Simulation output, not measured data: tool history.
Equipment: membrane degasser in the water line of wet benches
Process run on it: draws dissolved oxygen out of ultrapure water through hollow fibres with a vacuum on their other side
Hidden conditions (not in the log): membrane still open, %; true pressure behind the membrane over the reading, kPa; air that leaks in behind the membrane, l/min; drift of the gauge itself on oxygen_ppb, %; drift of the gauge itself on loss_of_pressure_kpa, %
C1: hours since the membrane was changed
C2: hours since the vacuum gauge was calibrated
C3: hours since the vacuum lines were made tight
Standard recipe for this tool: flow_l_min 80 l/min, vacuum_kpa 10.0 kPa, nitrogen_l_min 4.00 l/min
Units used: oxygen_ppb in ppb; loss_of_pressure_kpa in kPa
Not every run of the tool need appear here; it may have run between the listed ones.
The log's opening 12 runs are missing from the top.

Run 13, hour 2638.3: usual settings but nitrogen_l_min 7.19 l/min; C1 12937; C2 694; C3 4721. Result: oxygen_ppb 195.3 ppb, loss_of_pressure_kpa 38.15 kPa.
Run 14, hour 2763.7: usual settings but flow_l_min 102 l/min; C1 13063; C2 820; C3 4847. Result: oxygen_ppb 399.8 ppb, loss_of_pressure_kpa 48.67 kPa.
Run 15, hour 2914.4: usual settings but flow_l_min 88 l/min; C1 13213; C2 970; C3 4998. Result: oxygen_ppb 344.8 ppb, loss_of_pressure_kpa 41.94 kPa.
Run 16, hour 3040.6: usual settings but flow_l_min 88 l/min, vacuum_kpa 7.2 kPa; C1 13340; C2 1096; C3 5124. Result: oxygen_ppb 218.9 ppb, loss_of_pressure_kpa 42.14 kPa.
Run 17, hour 3167.1: usual settings but flow_l_min 123 l/min, vacuum_kpa 7.2 kPa, nitrogen_l_min 11.98 l/min; C1 13466; C2 1223; C3 5250. Result: oxygen_ppb 153.7 ppb, loss_of_pressure_kpa 59.08 kPa.
At hour 3340.2: membrane cartridge changed.
Run 18, hour 3441.3: usual settings but flow_l_min 49 l/min, nitrogen_l_min 7.83 l/min; C1 101; C2 1493; C3 5520. Result: oxygen_ppb 107.1 ppb, loss_of_pressure_kpa 22.10 kPa.
Run 19, hour 3741.3: usual settings but vacuum_kpa 21.0 kPa; C1 401; C2 1793; C3 5820. Result: oxygen_ppb 745.6 ppb, loss_of_pressure_kpa 36.28 kPa.
Run 20, hour 3928.9: usual settings but vacuum_kpa 21.0 kPa; C1 589; C2 1981; C3 6008. Result: oxygen_ppb 747.2 ppb, loss_of_pressure_kpa 36.29 kPa.
Run 21, hour 4161.9: usual settings but vacuum_kpa 10.8 kPa, nitrogen_l_min 2.39 l/min; C1 822; C2 2214; C3 6241. Result: oxygen_ppb 522.0 ppb, loss_of_pressure_kpa 35.83 kPa.
Run 22, hour 4299.6: usual settings but flow_l_min 107 l/min, vacuum_kpa 9.7 kPa; C1 959; C2 2351; C3 6379. Result: oxygen_ppb 394.1 ppb, loss_of_pressure_kpa 48.41 kPa.
Run 23, hour 4603.9: usual settings but flow_l_min 78 l/min, nitrogen_l_min 6.25 l/min; C1 1264; C2 2656; C3 6683. Result: oxygen_ppb 211.7 ppb, loss_of_pressure_kpa 35.06 kPa.
Run 24, hour 4900.1: usual settings but flow_l_min 78 l/min, nitrogen_l_min 6.25 l/min; C1 1560; C2 2952; C3 6979. Result: oxygen_ppb 211.1 ppb, loss_of_pressure_kpa 35.78 kPa.
At hour 5023.1: seals of the vacuum lines changed.
Run 25, hour 5120.5: usual settings but flow_l_min 78 l/min, nitrogen_l_min 6.25 l/min; C1 1778; C2 3170; C3 97. Result: oxygen_ppb 211.5 ppb, loss_of_pressure_kpa 35.35 kPa.
Run 26, hour 5267.5: usual settings but flow_l_min 78 l/min, nitrogen_l_min 6.25 l/min; C1 1925; C2 3317; C3 244. Result: oxygen_ppb 210.3 ppb, loss_of_pressure_kpa 35.50 kPa.
Run 27, hour 5490.0: usual settings but flow_l_min 112 l/min, vacuum_kpa 15.4 kPa, nitrogen_l_min 6.60 l/min; C1 2148; C2 3540; C3 467. Result: oxygen_ppb 487.9 ppb, loss_of_pressure_kpa 50.68 kPa.
Run 28, hour 5791.1: usual settings but flow_l_min 112 l/min, vacuum_kpa 15.4 kPa, nitrogen_l_min 9.60 l/min; C1 2449; C2 3841; C3 768. Result: oxygen_ppb 359.8 ppb, loss_of_pressure_kpa 50.92 kPa.
Run 29, hour 6066.6: usual settings but flow_l_min 120 l/min, vacuum_kpa 6.5 kPa, nitrogen_l_min 1.82 l/min; C1 2724; C2 4116; C3 1043. Result: oxygen_ppb 438.2 ppb, loss_of_pressure_kpa 54.30 kPa.
Run 30, hour 6353.5: usual settings but flow_l_min 120 l/min, vacuum_kpa 6.5 kPa, nitrogen_l_min 1.82 l/min; C1 3011; C2 4403; C3 1330. Result: oxygen_ppb 435.2 ppb, loss_of_pressure_kpa 54.75 kPa.
Run 31, hour 6496.7: usual settings but flow_l_min 112 l/min, nitrogen_l_min 2.06 l/min; C1 3155; C2 4547; C3 1474. Result: oxygen_ppb 704.1 ppb, loss_of_pressure_kpa 51.01 kPa.
Run 32, hour 6628.3: usual settings but flow_l_min 87 l/min, nitrogen_l_min 3.93 l/min; C1 3286; C2 4678; C3 1605. Result: oxygen_ppb 352.0 ppb, loss_of_pressure_kpa 39.43 kPa.

3 options for the next run, each taken on its own from the tool as it stands now. Forecast them:
Run A, hour 6871.7: usual settings but flow_l_min 56 l/min, nitrogen_l_min 3.93 l/min; C1 3529; C2 4921; C3 1849. Result: oxygen_ppb ?, loss_of_pressure_kpa ?.
Run B, hour 6871.7: usual settings but flow_l_min 89 l/min, vacuum_kpa 9.4 kPa, nitrogen_l_min 2.00 l/min; C1 3529; C2 4921; C3 1849. Result: oxygen_ppb ?, loss_of_pressure_kpa ?.
Run C, hour 6871.7: usual settings but flow_l_min 67 l/min, vacuum_kpa 21.8 kPa, nitrogen_l_min 3.56 l/min; C1 3529; C2 4921; C3 1849. Result: oxygen_ppb ?, loss_of_pressure_kpa ?.

run  oxygen_ppb  loss_of_pressure_kpa
  A       233.1                 25.35
  B       557.6                 40.58
  C       740.3                 30.49
With the hidden condition removed and each run's random variation left untouched, the same runs would have given:
run  oxygen_ppb  loss_of_pressure_kpa
  A       222.8                 24.94
  B       532.6                 39.91
  C       727.7                 29.99

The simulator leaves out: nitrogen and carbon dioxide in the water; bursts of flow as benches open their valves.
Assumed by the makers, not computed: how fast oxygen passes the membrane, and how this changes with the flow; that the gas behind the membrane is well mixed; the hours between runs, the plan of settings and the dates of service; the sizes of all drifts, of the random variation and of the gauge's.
